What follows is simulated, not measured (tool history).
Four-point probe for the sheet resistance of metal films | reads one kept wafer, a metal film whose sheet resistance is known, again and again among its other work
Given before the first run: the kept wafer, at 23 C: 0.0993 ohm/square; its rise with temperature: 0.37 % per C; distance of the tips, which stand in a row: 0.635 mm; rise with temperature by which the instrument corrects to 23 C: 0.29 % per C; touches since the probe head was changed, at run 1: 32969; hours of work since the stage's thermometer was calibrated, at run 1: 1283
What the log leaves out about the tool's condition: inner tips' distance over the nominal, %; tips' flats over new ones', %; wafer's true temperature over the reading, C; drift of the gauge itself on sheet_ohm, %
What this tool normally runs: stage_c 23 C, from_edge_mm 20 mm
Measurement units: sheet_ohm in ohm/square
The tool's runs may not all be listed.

run,hour,stage_c,from_edge_mm,touches since the probe head was changed,hours of work since the stage's thermometer was calibrated,sheet_ohm
1,0.0,23,20,32969,1283,0.099388
2,23.5,23,20,33738,1299,0.099350
3,53.0,23,20,34703,1319,0.099349
4,72.4,23,20,35339,1332,0.099352
5,109.4,23,20,36551,1357,0.099340
6,137.2,23,35,37460,1376,0.099313
7,173.4,35,17,38646,1401,0.100201
8,196.8,27,15,39413,1417,0.099673
9,223.3,23,21,40281,1435,0.099347
10,254.5,22,20,41301,1456,0.099261
11,277.7,21,55,42062,1471,0.099145

Consider 3 possible next runs. They are alternatives, not a sequence: every one starts from the tool as it was left by run 11. What does each give?
A,299.3,26,39,42767,1486,?
B,299.3,25,7,42767,1486,?
C,299.3,26,9,42767,1486,?

run,sheet_ohm
A,0.099500
B,0.099895
C,0.099747
The same runs, with their run-to-run variation unchanged, on a tool lacking any hidden condition would have given:
run,sheet_ohm
A,0.099507
B,0.099902
C,0.099754
